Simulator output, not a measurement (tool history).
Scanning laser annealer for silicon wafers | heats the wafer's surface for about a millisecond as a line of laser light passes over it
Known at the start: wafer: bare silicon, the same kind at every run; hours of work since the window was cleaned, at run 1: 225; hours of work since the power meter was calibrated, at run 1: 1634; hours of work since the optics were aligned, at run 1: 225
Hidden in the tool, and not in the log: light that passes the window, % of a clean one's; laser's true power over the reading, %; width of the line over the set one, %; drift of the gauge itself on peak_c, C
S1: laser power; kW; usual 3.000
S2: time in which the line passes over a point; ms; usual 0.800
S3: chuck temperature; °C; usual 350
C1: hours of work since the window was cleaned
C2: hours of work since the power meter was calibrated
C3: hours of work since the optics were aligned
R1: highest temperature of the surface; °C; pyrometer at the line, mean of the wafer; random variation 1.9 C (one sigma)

| run | hour | S1 | S2 | S3 | C1 | C2 | C3 | R1 |
|---|---|---|---|---|---|---|---|---|
| 1 | 0.0 | 3.000 | 0.800 | 350 | 225 | 1634 | 225 | 1087 |
| 2 | 52.9 | 2.576 | 0.800 | 350 | 259 | 1669 | 259 | 976 |
| 3 | 93.4 | 2.576 | 0.800 | 350 | 286 | 1695 | 286 | 974 |
| 4 | 173.7 | 3.000 | 0.852 | 350 | 338 | 1747 | 338 | 1092 |
|  | 213.6 | window over the wafer cleaned |
| 5 | 237.1 | 3.000 | 0.800 | 350 | 15 | 1787 | 378 | 1058 |
| 6 | 296.1 | 3.000 | 0.800 | 350 | 54 | 1826 | 416 | 1056 |
| 7 | 356.5 | 3.000 | 0.800 | 350 | 93 | 1865 | 456 | 1047 |
| 8 | 422.2 | 3.000 | 0.800 | 350 | 136 | 1908 | 499 | 1041 |
|  | 501.4 | window over the wafer cleaned, once more |
| 9 | 505.0 | 3.000 | 0.800 | 350 | 2 | 1960 | 551 | 1111 |
| 10 | 591.8 | 3.000 | 0.800 | 350 | 59 | 2017 | 608 | 1104 |
| 11 | 652.2 | 3.000 | 0.824 | 350 | 98 | 2056 | 647 | 1111 |
| 12 | 709.8 | 3.000 | 0.678 | 350 | 136 | 2094 | 685 | 1035 |
| 13 | 752.4 | 3.000 | 0.800 | 350 | 163 | 2122 | 712 | 1090 |
| 14 | 789.0 | 3.000 | 0.800 | 350 | 187 | 2145 | 736 | 1087 |
| 15 | 854.1 | 3.000 | 0.800 | 350 | 230 | 2188 | 779 | 1080 |
| 16 | 918.9 | 3.000 | 0.800 | 350 | 272 | 2230 | 821 | 1077 |
| 17 | 963.1 | 3.000 | 0.766 | 350 | 301 | 2259 | 850 | 1057 |
| 18 | 1004.6 | 3.144 | 0.800 | 350 | 328 | 2286 | 877 | 1107 |
| 19 | 1047.0 | 3.000 | 0.800 | 350 | 355 | 2313 | 904 | 1063 |
|  | 1058.3 | window over the wafer cleaned |
| 20 | 1103.7 | 3.000 | 0.800 | 386 | 30 | 2349 | 940 | 1141 |
| 21 | 1181.5 | 3.000 | 0.800 | 386 | 80 | 2400 | 990 | 1131 |
| 22 | 1253.5 | 3.000 | 0.800 | 386 | 127 | 2447 | 1037 | 1124 |
| 23 | 1295.3 | 2.909 | 0.897 | 388 | 154 | 2474 | 1065 | 1138 |
| 24 | 1351.6 | 3.143 | 0.970 | 360 | 191 | 2510 | 1101 | 1203 |
| 25 | 1428.4 | 3.143 | 0.831 | 360 | 241 | 2561 | 1151 | 1137 |
| 26 | 1465.1 | 3.126 | 0.800 | 350 | 265 | 2584 | 1175 | 1103 |
| 27 | 1540.8 | 2.642 | 0.680 | 312 | 314 | 2634 | 1225 | 891 |
|  | 1616.2 | window over the wafer cleaned |
| 28 | 1628.0 | 2.642 | 0.680 | 312 | 8 | 2689 | 1280 | 923 |
| 29 | 1694.6 | 2.642 | 0.680 | 356 | 51 | 2733 | 1323 | 961 |
| 30 | 1774.8 | 2.642 | 0.680 | 356 | 103 | 2785 | 1376 | 957 |
| 31 | 1819.3 | 3.000 | 0.609 | 362 | 132 | 2814 | 1405 | 1007 |
| 32 | 1904.7 | 3.044 | 0.821 | 342 | 188 | 2869 | 1460 | 1094 |
| 33 | 1962.2 | 2.754 | 0.800 | 381 | 225 | 2907 | 1498 | 1045 |
| 34 | 2049.7 | 3.000 | 0.696 | 339 | 282 | 2964 | 1555 | 1011 |
| 35 | 2119.3 | 3.000 | 0.696 | 339 | 328 | 3009 | 1600 | 999 |
|  | 2174.7 | window over the wafer cleaned |
| 36 | 2204.6 | 2.896 | 0.800 | 390 | 19 | 3063 | 1654 | 1113 |
| 37 | 2241.6 | 2.930 | 0.898 | 350 | 44 | 3087 | 1678 | 1121 |
|  | 2257.1 | optics aligned, line set to its width |
| 38 | 2325.6 | 2.986 | 0.800 | 389 | 95 | 3139 | 45 | 1136 |
| 39 | 2369.6 | 2.986 | 0.800 | 389 | 124 | 3168 | 73 | 1134 |

Some steps in R1 between neighbouring runs. How much of each would the tool show without its hidden state too (settings, what came in, random variation), and how much is left for the hidden state, with any gauge scatter that isn't in both results?
Run 3 -> 4: S1 2.576 -> 3.000, S2 0.800 -> 0.852. R1 +118 °C: hidden state -15, all else +133.
Run 8 -> 9: window over the wafer cleaned, once more. R1 +70 °C: hidden state +69, all else +1.
Run 19 -> 20: S3 350 -> 386, window over the wafer cleaned. R1 +78 °C: hidden state +37, all else +41.
Run 26 -> 27: S1 3.126 -> 2.642, S2 0.800 -> 0.680, S3 350 -> 312. R1 -212 °C: hidden state +7, all else -219.
Run 35 -> 36: S1 3.000 -> 2.896, S2 0.696 -> 0.800, S3 339 -> 390, window over the wafer cleaned. R1 +114 °C: hidden state +35, all else +79.

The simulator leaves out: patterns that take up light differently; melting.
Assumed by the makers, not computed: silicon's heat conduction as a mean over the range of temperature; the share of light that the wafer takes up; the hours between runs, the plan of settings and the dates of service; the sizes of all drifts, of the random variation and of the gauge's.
